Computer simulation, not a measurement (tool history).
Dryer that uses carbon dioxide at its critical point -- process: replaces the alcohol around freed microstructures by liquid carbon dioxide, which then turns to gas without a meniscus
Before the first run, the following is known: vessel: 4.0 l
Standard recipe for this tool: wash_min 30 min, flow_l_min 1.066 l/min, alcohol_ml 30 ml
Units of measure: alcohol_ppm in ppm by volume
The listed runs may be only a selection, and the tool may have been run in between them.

Run 1, hour 0.0: usual settings. Result: alcohol_ppm 216 ppm by volume.
Run 2, hour 20.0: usual settings but alcohol_ml 55 ml. Result: alcohol_ppm 223 ppm by volume.
Run 3, hour 50.3: usual settings. Result: alcohol_ppm 218 ppm by volume.
Run 4, hour 90.1: usual settings. Result: alcohol_ppm 20 ppm by volume.
Run 5, hour 129.3: usual settings but alcohol_ml 42 ml. Result: alcohol_ppm 44 ppm by volume.
Run 6, hour 163.1: usual settings. Result: alcohol_ppm 38 ppm by volume.
Run 7, hour 194.0: usual settings. Result: alcohol_ppm 36 ppm by volume.
Run 8, hour 219.5: usual settings but alcohol_ml 32 ml. Result: alcohol_ppm 40 ppm by volume.
Run 9, hour 244.1: usual settings but wash_min 41 min, alcohol_ml 36 ml. Result: alcohol_ppm 28 ppm by volume.
Run 10, hour 264.3: usual settings but wash_min 41 min, alcohol_ml 36 ml. Result: alcohol_ppm 38 ppm by volume.
Run 11, hour 283.5: usual settings but wash_min 41 min, alcohol_ml 36 ml. Result: alcohol_ppm 39 ppm by volume.
Run 12, hour 301.7: usual settings but wash_min 33 min, flow_l_min 0.850 l/min, alcohol_ml 49 ml. Result: alcohol_ppm 105 ppm by volume.
Run 13, hour 335.6: usual settings but wash_min 24 min, flow_l_min 1.340 l/min, alcohol_ml 25 ml. Result: alcohol_ppm 57 ppm by volume.
Run 14, hour 359.5: usual settings but wash_min 48 min, flow_l_min 1.720 l/min. Result: alcohol_ppm 42 ppm by volume.
Run 15, hour 383.6: usual settings but flow_l_min 0.850 l/min, alcohol_ml 109 ml. Result: alcohol_ppm 307 ppm by volume.

Put back what was entered between runs (2 entries, withheld): which listed runs does each sit between, and how does the hidden state differ from the listed run before to the listed run after?
Logged between run 1 and run 2: inlet filter changed (hour 6.0)
  flow that reaches the vessel past the clogged filter, %: 87.8 -> 99.5; alcohol in the recycled carbon dioxide, ppm: 196.8 -> 199.3
  the result without the hidden state subtracted from the measured one, alcohol_ppm: +205 -> +194 ppm by volume
Logged between run 3 and run 4: purifier's bed changed (hour 65.8)
  flow that reaches the vessel past the clogged filter, %: 99 -> 98.4; alcohol in the recycled carbon dioxide, ppm: 203.4 -> 8.8
  the result without the hidden state subtracted from the measured one, alcohol_ppm: +198 -> +5 ppm by volume
